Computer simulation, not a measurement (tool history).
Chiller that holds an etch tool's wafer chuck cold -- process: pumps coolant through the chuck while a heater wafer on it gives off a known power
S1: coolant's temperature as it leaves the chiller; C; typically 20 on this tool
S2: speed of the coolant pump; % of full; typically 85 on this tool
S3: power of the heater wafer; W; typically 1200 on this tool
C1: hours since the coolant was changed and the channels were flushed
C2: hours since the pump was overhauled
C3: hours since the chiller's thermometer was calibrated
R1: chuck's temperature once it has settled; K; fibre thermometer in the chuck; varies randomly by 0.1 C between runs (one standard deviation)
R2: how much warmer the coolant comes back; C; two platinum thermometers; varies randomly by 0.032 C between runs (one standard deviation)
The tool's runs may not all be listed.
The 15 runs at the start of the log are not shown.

Run 16, hour 2116.7: usual settings but S3 971 W; C1 5023; C2 9754; C3 424. Result: R1 300.85 K, R2 4.13 C.
Run 17, hour 2213.2: usual settings but S3 971 W; C1 5120; C2 9851; C3 520. Result: R1 301.05 K, R2 4.01 C.
Run 18, hour 2304.7: usual settings but S1 23 C, S2 60 % of full, S3 812 W; C1 5211; C2 9942; C3 612. Result: R1 304.95 K, R2 5.03 C.
Run 19, hour 2438.5: usual settings but S1 23 C, S2 60 % of full, S3 812 W; C1 5345; C2 10076; C3 746. Result: R1 305.15 K, R2 5.07 C.
Run 20, hour 2530.6: usual settings but S2 62 % of full, S3 1115 W; C1 5437; C2 10168; C3 838. Result: R1 305.05 K, R2 6.69 C.
Run 21, hour 2701.4: usual settings but S1 19 C, S2 94 % of full, S3 1749 W; C1 5608; C2 10339; C3 1008. Result: R1 305.35 K, R2 6.62 C.
Run 22, hour 2846.0: usual settings but S1 19 C, S2 94 % of full, S3 1749 W; C1 5752; C2 10484; C3 1153. Result: R1 305.45 K, R2 6.63 C.
Run 23, hour 2936.8: usual settings but S1 13 C, S2 71 % of full; C1 5843; C2 10574; C3 1244. Result: R1 297.95 K, R2 6.22 C.
Run 24, hour 3099.6: usual settings but S1 14 C; C1 6006; C2 10737; C3 1407. Result: R1 297.05 K, R2 5.16 C.
Run 25, hour 3284.5: usual settings but S1 26 C, S2 70 % of full; C1 6191; C2 10922; C3 1592. Result: R1 311.25 K, R2 6.40 C.
Run 26, hour 3472.4: usual settings but S1 15 C, S2 90 % of full, S3 1230 W; C1 6379; C2 11110; C3 1779. Result: R1 298.05 K, R2 5.05 C.
Run 27, hour 3560.9: usual settings but S1 15 C, S2 90 % of full, S3 1230 W; C1 6467; C2 11198; C3 1868. Result: R1 298.35 K, R2 4.98 C.
Run 28, hour 3741.4: usual settings but S1 10 C, S3 1770 W; C1 6648; C2 11379; C3 2048. Result: R1 298.55 K, R2 7.77 C.
At hour 3825.4: chiller's thermometer calibrated.
At hour 3861.8: coolant pump overhauled.
Run 29, hour 3919.3: usual settings but S1 12 C, S2 70 % of full, S3 608 W; C1 6820; C2 57; C3 89. Result: R1 290.25 K, R2 2.56 C.
Run 30, hour 4058.0: usual settings but S1 22 C, S2 66 % of full, S3 1505 W; C1 6958; C2 196; C3 228. Result: R1 308.45 K, R2 6.78 C.
Run 31, hour 4227.4: usual settings but S1 22 C, S2 69 % of full, S3 1505 W; C1 7128; C2 366; C3 397. Result: R1 308.05 K, R2 6.46 C.

Alternative continuations, all from the tool just after run 31; predict every row:
Run A, hour 4344.3: usual settings but S1 17 C, S2 71 % of full, S3 1505 W; C1 7245; C2 482; C3 514. Result: R1 ?, R2 ?.
Run B, hour 4344.3: usual settings but S2 73 % of full, S3 602 W; C1 7245; C2 482; C3 514. Result: R1 ?, R2 ?.
Run C, hour 4344.3: usual settings but S1 29 C; C1 7245; C2 482; C3 514. Result: R1 ?, R2 ?.
Run D, hour 4344.3: usual settings but S1 10 C, S2 70 % of full, S3 1490 W; C1 7245; C2 482; C3 514. Result: R1 ?, R2 ?.

run      R1    R2
  A  302.75  6.36
  B  298.05  2.46
  C  310.95  4.13
  D  295.75  6.40
The same runs, with their run-to-run variation unchanged, on a tool lacking any hidden condition would have given:
run      R1    R2
  A  301.25  6.28
  B  297.35  2.44
  C  309.85  4.09
  D  294.25  6.33
